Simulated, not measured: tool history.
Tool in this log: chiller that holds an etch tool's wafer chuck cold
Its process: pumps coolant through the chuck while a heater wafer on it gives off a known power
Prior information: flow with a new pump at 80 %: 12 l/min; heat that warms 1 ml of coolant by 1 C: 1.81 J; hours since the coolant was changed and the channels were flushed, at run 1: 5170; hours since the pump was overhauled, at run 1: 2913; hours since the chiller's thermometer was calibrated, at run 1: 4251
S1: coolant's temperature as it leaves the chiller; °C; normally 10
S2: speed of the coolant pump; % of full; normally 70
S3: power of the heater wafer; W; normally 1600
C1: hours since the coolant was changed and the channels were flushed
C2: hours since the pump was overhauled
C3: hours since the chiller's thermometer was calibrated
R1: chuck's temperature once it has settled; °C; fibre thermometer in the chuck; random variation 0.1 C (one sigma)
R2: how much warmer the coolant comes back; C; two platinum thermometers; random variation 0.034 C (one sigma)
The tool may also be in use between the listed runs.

run 1 hour=0.0 | S1=10 S2=70 S3=1600 | C1=5170 C2=2913 C3=4251 | R1=24.3 R2=5.41
run 2 hour=151.3 | S1=10 S2=70 S3=1600 | C1=5321 C2=3065 C3=4402 | R1=24.7 R2=5.35
run 3 hour=270.3 | S1=10 S2=70 S3=1600 | C1=5440 C2=3184 C3=4521 | R1=24.8 R2=5.44
run 4 hour=419.1 | S1=10 S2=70 S3=1600 | C1=5589 C2=3332 C3=4670 | R1=24.9 R2=5.39
run 5 hour=498.1 | S1=10 S2=70 S3=1600 | C1=5668 C2=3411 C3=4749 | R1=25.0 R2=5.43
run 6 hour=593.6 | S1=10 S2=70 S3=1600 | C1=5764 C2=3507 C3=4845 | R1=24.9 R2=5.41
run 7 hour=742.8 | S1=10 S2=70 S3=845 | C1=5913 C2=3656 C3=4994 | R1=18.5 R2=2.85
run 8 hour=859.8 | S1=10 S2=70 S3=845 | C1=6030 C2=3773 C3=5111 | R1=18.2 R2=2.88
run 9 hour=964.9 | S1=10 S2=70 S3=1600 | C1=6135 C2=3878 C3=5216 | R1=25.3 R2=5.50
-- hour=980.5 chiller's thermometer calibrated
run 10 hour=1104.5 | S1=10 S2=70 S3=1600 | C1=6274 C2=4017 C3=124 | R1=24.6 R2=5.54
run 11 hour=1262.6 | S1=10 S2=89 S3=1600 | C1=6432 C2=4175 C3=282 | R1=22.1 R2=4.25
run 12 hour=1384.5 | S1=10 S2=89 S3=1600 | C1=6554 C2=4297 C3=404 | R1=21.9 R2=4.25
run 13 hour=1515.7 | S1=10 S2=89 S3=2082 | C1=6685 C2=4428 C3=535 | R1=25.7 R2=5.51
run 14 hour=1590.9 | S1=10 S2=89 S3=2082 | C1=6760 C2=4503 C3=610 | R1=25.7 R2=5.56
run 15 hour=1721.1 | S1=10 S2=89 S3=2082 | C1=6890 C2=4633 C3=741 | R1=25.8 R2=5.59
run 16 hour=1838.4 | S1=10 S2=89 S3=2082 | C1=7007 C2=4751 C3=858 | R1=26.1 R2=5.61
run 17 hour=1915.0 | S1=10 S2=89 S3=2082 | C1=7084 C2=4827 C3=934 | R1=26.1 R2=5.59
run 18 hour=2028.7 | S1=10 S2=89 S3=2082 | C1=7198 C2=4941 C3=1048 | R1=26.3 R2=5.60
run 19 hour=2162.4 | S1=10 S2=69 S3=1460 | C1=7331 C2=5075 C3=1182 | R1=24.4 R2=5.22
run 20 hour=2287.4 | S1=10 S2=69 S3=1376 | C1=7456 C2=5200 C3=1307 | R1=23.8 R2=4.96
run 21 hour=2371.8 | S1=20 S2=82 S3=1129 | C1=7541 C2=5284 C3=1391 | R1=29.8 R2=3.31
run 22 hour=2480.9 | S1=20 S2=82 S3=1129 | C1=7650 C2=5393 C3=1500 | R1=29.9 R2=3.42
run 23 hour=2651.3 | S1=20 S2=82 S3=1129 | C1=7820 C2=5564 C3=1671 | R1=29.9 R2=3.38
run 24 hour=2782.3 | S1=20 S2=74 S3=1638 | C1=7951 C2=5695 C3=1802 | R1=35.5 R2=5.52
run 25 hour=2951.9 | S1=10 S2=77 S3=1600 | C1=8121 C2=5864 C3=1971 | R1=24.9 R2=5.10
run 26 hour=3058.0 | S1=7 S2=72 S3=1600 | C1=8227 C2=5970 C3=2077 | R1=23.0 R2=5.61
run 27 hour=3215.4 | S1=7 S2=72 S3=1600 | C1=8384 C2=6128 C3=2235 | R1=22.9 R2=5.56
run 28 hour=3316.3 | S1=7 S2=72 S3=1600 | C1=8485 C2=6229 C3=2336 | R1=23.3 R2=5.59
run 29 hour=3470.5 | S1=4 S2=83 S3=1600 | C1=8640 C2=6383 C3=2490 | R1=18.3 R2=4.83
run 30 hour=3638.6 | S1=4 S2=83 S3=1600 | C1=8808 C2=6551 C3=2658 | R1=18.5 R2=4.80
run 31 hour=3752.2 | S1=10 S2=76 S3=1317 | C1=8921 C2=6665 C3=2772 | R1=23.1 R2=4.46

Subtracting, for every run, the result it would have given without the tool's unlogged condition from the measured result gives the following. The same run-to-run variation enters both numbers; the gauge's scatter may not:
Unlogged tool condition in this case: heat passed by the chuck's channels, % of clean ones'; flow at a given pump speed, % of a new pump's; coolant's true temperature over the reading, C; drift of the gauge itself on chuck_c, C; drift of the gauge itself on warmer_back_c, C.
run=1 R1=+2.9 R2=+0.28
run=2 R1=+3.0 R2=+0.29
run=3 R1=+3.1 R2=+0.31
run=4 R1=+3.2 R2=+0.33
run=5 R1=+3.3 R2=+0.33
run=6 R1=+3.3 R2=+0.34
run=7 R1=+2.2 R2=+0.19
run=8 R1=+2.1 R2=+0.20
run=9 R1=+3.6 R2=+0.38
run=10 R1=+3.0 R2=+0.40
run=11 R1=+2.6 R2=+0.32
run=12 R1=+2.7 R2=+0.33
run=13 R1=+3.6 R2=+0.44
run=14 R1=+3.6 R2=+0.45
run=15 R1=+3.7 R2=+0.46
run=16 R1=+3.9 R2=+0.48
run=17 R1=+3.9 R2=+0.48
run=18 R1=+4.1 R2=+0.49
run=19 R1=+3.7 R2=+0.48
run=20 R1=+3.6 R2=+0.46
run=21 R1=+2.6 R2=+0.32
run=22 R1=+2.7 R2=+0.33
run=23 R1=+2.8 R2=+0.34
run=24 R1=+4.3 R2=+0.56
run=25 R1=+4.3 R2=+0.54
run=26 R1=+4.7 R2=+0.60
run=27 R1=+4.7 R2=+0.61
run=28 R1=+4.9 R2=+0.63
run=29 R1=+4.4 R2=+0.55
run=30 R1=+4.6 R2=+0.56
run=31 R1=+4.2 R2=+0.52
